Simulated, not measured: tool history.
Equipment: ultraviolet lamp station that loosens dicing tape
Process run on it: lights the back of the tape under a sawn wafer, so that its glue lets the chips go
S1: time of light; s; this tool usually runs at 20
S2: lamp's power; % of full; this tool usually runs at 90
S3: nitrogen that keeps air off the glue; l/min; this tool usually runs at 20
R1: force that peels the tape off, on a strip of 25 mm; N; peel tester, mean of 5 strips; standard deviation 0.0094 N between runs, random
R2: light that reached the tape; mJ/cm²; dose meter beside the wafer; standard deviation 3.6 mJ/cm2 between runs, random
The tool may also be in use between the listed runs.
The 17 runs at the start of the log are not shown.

| run | hour | S1 | S2 | S3 | R1 | R2 |
|---|---|---|---|---|---|---|
| 18 | 1042 | 20 | 90 | 9 | 0.954 | 455 |
|  | 1056 | window cleaned of glue's vapour |
| 19 | 1115.8 | 20 | 90 | 9 | 0.79 | 510 |
| 20 | 1198 | 20 | 90 | 6 | 1.067 | 489 |
| 21 | 1242.9 | 20 | 90 | 6 | 1.082 | 482 |
| 22 | 1311.6 | 11 | 61 | 15 | 1.949 | 172 |
| 23 | 1358.2 | 11 | 61 | 15 | 2.042 | 172 |
| 24 | 1414.2 | 23 | 67 | 11 | 1.067 | 383 |
| 25 | 1463.6 | 20 | 93 | 20 | 0.656 | 454 |
| 26 | 1512.9 | 25 | 60 | 6 | 1.47 | 355 |
|  | 1553.1 | window cleaned of glue's vapour |
| 27 | 1553.1 | 30 | 65 | 11 | 0.695 | 534 |
| 28 | 1635.1 | 16 | 80 | 20 | 0.95 | 339 |
| 29 | 1687.5 | 13 | 97 | 20 | 1.018 | 322 |
| 30 | 1758.7 | 22 | 99 | 9 | 0.761 | 549 |
| 31 | 1827.5 | 22 | 99 | 9 | 0.789 | 529 |
| 32 | 1884.2 | 11 | 66 | 20 | 1.862 | 168 |
| 33 | 1929.4 | 30 | 78 | 23 | 0.457 | 545 |
| 34 | 1963.1 | 30 | 78 | 23 | 0.428 | 533 |
| 35 | 2032.7 | 30 | 78 | 23 | 0.485 | 516 |
|  | 2049 | window cleaned of glue's vapour |
| 36 | 2093 | 34 | 88 | 18 | 0.295 | 744 |
| 37 | 2172.9 | 23 | 99 | 11 | 0.642 | 547 |
| 38 | 2239.8 | 38 | 69 | 10 | 0.595 | 614 |
|  | 2296.6 | lamp changed |
| 39 | 2318.5 | 18 | 69 | 19 | 0.867 | 381 |
| 40 | 2387 | 31 | 97 | 19 | 0.214 | 899 |
| 41 | 2438.9 | 19 | 69 | 19 | 0.847 | 382 |
| 42 | 2482.5 | 25 | 95 | 6 | 0.686 | 683 |

Each row is a separate what-if for the run after 42, all from the same tool condition, not one after another. Results?
| A | 2523.8 | 25 | 77 | 6 | ? | ? |
| B | 2523.8 | 25 | 98 | 6 | ? | ? |
| C | 2523.8 | 36 | 98 | 6 | ? | ? |
| D | 2523.8 | 21 | 92 | 14 | ? | ? |
| E | 2523.8 | 38 | 95 | 23 | ? | ? |

| run | R1 | R2 |
|---|---|---|
| A | 0.981 | 531 |
| B | 0.663 | 691 |
| C | 0.362 | 976 |
| D | 0.585 | 545 |
| E | 0.179 | 1009 |
What these runs would have given with no unlogged condition in the tool:
| run | R1 | R2 |
|---|---|---|
| A | 0.761 | 640 |
| B | 0.491 | 833 |
| C | 0.264 | 1177 |
| D | 0.43 | 657 |
| E | 0.156 | 1216 |

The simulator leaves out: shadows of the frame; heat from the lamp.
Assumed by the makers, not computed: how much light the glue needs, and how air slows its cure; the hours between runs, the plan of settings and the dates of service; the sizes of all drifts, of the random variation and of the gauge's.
